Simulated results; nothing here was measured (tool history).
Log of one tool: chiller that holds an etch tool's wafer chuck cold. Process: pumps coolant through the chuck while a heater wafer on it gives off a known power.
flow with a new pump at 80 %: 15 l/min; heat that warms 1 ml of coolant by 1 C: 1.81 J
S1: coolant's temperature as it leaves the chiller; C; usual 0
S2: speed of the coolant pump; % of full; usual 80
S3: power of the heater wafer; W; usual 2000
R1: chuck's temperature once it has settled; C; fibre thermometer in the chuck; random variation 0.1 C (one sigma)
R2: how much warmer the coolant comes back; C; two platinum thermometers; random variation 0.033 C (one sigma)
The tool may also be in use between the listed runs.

{"run": 1, "hour": 0.0, "S1": 0, "S2": 80, "S3": 2000, "R1": 12.1, "R2": 4.48}
{"run": 2, "hour": 30.9, "S1": 0, "S2": 80, "S3": 2000, "R1": 12.0, "R2": 4.37}
{"run": 3, "hour": 59.2, "S1": -6, "S2": 80, "S3": 2000, "R1": 6.1, "R2": 4.41}
{"run": 4, "hour": 99.6, "S1": -6, "S2": 80, "S3": 2000, "R1": 5.9, "R2": 4.47}
{"run": 5, "hour": 150.4, "S1": -6, "S2": 80, "S3": 2000, "R1": 6.1, "R2": 4.43}
{"run": 6, "hour": 201.4, "S1": -6, "S2": 80, "S3": 2000, "R1": 6.0, "R2": 4.37}
{"run": 7, "hour": 229.8, "S1": -2, "S2": 84, "S3": 2526, "R1": 12.7, "R2": 5.28}
{"run": 8, "hour": 263.9, "S1": -7, "S2": 64, "S3": 2000, "R1": 6.8, "R2": 5.45}
{"run": 9, "hour": 299.8, "S1": 2, "S2": 64, "S3": 1670, "R1": 13.5, "R2": 4.59}
{"run": 10, "hour": 337.7, "S1": -6, "S2": 64, "S3": 2292, "R1": 9.6, "R2": 6.32}
{"run": 11, "hour": 372.8, "S1": -2, "S2": 95, "S3": 1031, "R1": 3.6, "R2": 1.82}

3 ways to go on from here, each from the tool as it stands after run 11. What would each give?
{"run": "A", "hour": 398.8, "S1": 3, "S2": 95, "S3": 1031, "R1": "?", "R2": "?"}
{"run": "B", "hour": 398.8, "S1": 9, "S2": 77, "S3": 2061, "R1": "?", "R2": "?"}
{"run": "C", "hour": 398.8, "S1": 0, "S2": 76, "S3": 2000, "R1": "?", "R2": "?"}

run=A R1=8.5 R2=1.82
run=B R1=21.8 R2=4.64
run=C R1=12.4 R2=4.59
Without the tool's hidden state the same runs would have given:
run=A R1=8.5 R2=1.91
run=B R1=21.8 R2=4.72
run=C R1=12.4 R2=4.67
